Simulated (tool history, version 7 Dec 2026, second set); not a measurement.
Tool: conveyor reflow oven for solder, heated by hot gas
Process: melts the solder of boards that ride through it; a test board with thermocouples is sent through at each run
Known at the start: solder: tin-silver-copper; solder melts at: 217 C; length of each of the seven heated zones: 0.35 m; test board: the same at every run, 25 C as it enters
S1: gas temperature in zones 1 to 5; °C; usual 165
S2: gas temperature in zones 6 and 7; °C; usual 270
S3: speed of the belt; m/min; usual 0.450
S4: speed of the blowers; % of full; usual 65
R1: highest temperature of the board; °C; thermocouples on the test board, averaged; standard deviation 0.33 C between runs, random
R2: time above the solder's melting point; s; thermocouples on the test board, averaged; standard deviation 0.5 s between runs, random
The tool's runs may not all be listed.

Run 1, day 0.000: usual settings. Result: R1 249.7 °C, R2 65.2 s.
Run 2, day 1.312: usual settings. Result: R1 249.1 °C, R2 63.5 s.
Run 3, day 3.754: usual settings. Result: R1 248.7 °C, R2 63.8 s.
At day 4.450: flux residue cleaned out of gas plates and filters.
Run 4, day 5.996: usual settings. Result: R1 251.3 °C, R2 67.3 s.
Run 5, day 8.804: usual settings but S1 180 °C. Result: R1 253.4 °C, R2 75.9 s.
Run 6, day 10.092: usual settings but S1 180 °C. Result: R1 253.0 °C, R2 76.0 s.
Run 7, day 12.896: usual settings but S1 180 °C. Result: R1 253.1 °C, R2 76.1 s.
Run 8, day 15.042: usual settings but S1 180 °C. Result: R1 252.8 °C, R2 75.6 s.
Run 9, day 16.921: usual settings but S1 180 °C. Result: R1 253.1 °C, R2 75.7 s.
Run 10, day 18.242: usual settings but S1 180 °C. Result: R1 252.9 °C, R2 74.9 s.
At day 20.983: flux residue cleaned out of gas plates and filters.
Run 11, day 20.992: usual settings but S1 180 °C. Result: R1 254.8 °C, R2 77.4 s.
Run 12, day 22.533: usual settings but S2 261 °C. Result: R1 244.0 °C, R2 59.9 s.
Run 13, day 24.012: usual settings but S1 164 °C. Result: R1 251.9 °C, R2 67.8 s.
Run 14, day 26.712: usual settings but S1 179 °C. Result: R1 254.0 °C, R2 77.7 s.
Run 15, day 29.017: usual settings but S2 263 °C. Result: R1 245.5 °C, R2 62.1 s.
At day 30.238: belt drive overhauled, speed set with a stopwatch.
Run 16, day 31.983: usual settings but S2 265 °C, S3 0.463 m/min. Result: R1 243.3 °C, R2 53.8 s.
Run 17, day 33.450: usual settings but S2 265 °C, S3 0.463 m/min. Result: R1 243.9 °C, R2 53.9 s.
Run 18, day 35.371: usual settings but S2 265 °C, S3 0.463 m/min. Result: R1 243.4 °C, R2 52.9 s.
Run 19, day 36.742: usual settings but S2 265 °C, S3 0.463 m/min. Result: R1 243.3 °C, R2 53.3 s.
At day 37.638: flux residue cleaned out of gas plates and filters.
Run 20, day 39.467: usual settings but S2 265 °C, S3 0.463 m/min. Result: R1 245.9 °C, R2 56.5 s.
Run 21, day 41.217: usual settings but S1 156 °C, S2 260 °C, S3 0.468 m/min, S4 84 % of full. Result: R1 245.3 °C, R2 54.8 s.
Run 22, day 42.996: usual settings but S1 157 °C, S2 262 °C, S3 0.468 m/min, S4 61 % of full. Result: R1 238.9 °C, R2 44.5 s.
Run 23, day 45.725: usual settings but S1 157 °C, S2 281 °C, S3 0.395 m/min, S4 53 % of full. Result: R1 258.2 °C, R2 77.1 s.
Run 24, day 48.438: usual settings but S1 153 °C, S2 281 °C, S3 0.423 m/min, S4 80 % of full. Result: R1 265.3 °C, R2 78.5 s.
Run 25, day 51.167: usual settings but S1 168 °C, S2 269 °C. Result: R1 249.2 °C, R2 63.4 s.
Run 26, day 53.450: usual settings but S4 64 % of full. Result: R1 248.9 °C, R2 62.5 s.

Predict each of these 3 candidate next runs independently; none follows another, all start after run 26:
At day 54.246: flux residue cleaned out of gas plates and filters.
Run A, day 55.004: usual settings but S1 152 °C, S2 280 °C, S4 53 % of full. Result: R1 ?, R2 ?.
At day 54.246: flux residue cleaned out of gas plates and filters.
Run B, day 55.004: usual settings but S1 171 °C, S4 64 % of full. Result: R1 ?, R2 ?.
At day 54.246: flux residue cleaned out of gas plates and filters.
Run C, day 55.004: usual settings but S1 176 °C, S2 282 °C, S4 83 % of full. Result: R1 ?, R2 ?.

run     R1    R2
  A  251.7  59.5
  B  253.2  68.5
  C  269.4  84.3
Take away the tool's hidden state, keep each run's random variation, and the runs would have read:
run     R1    R2
  A  249.4  56.5
  B  251.0  65.7
  C  267.2  82.2
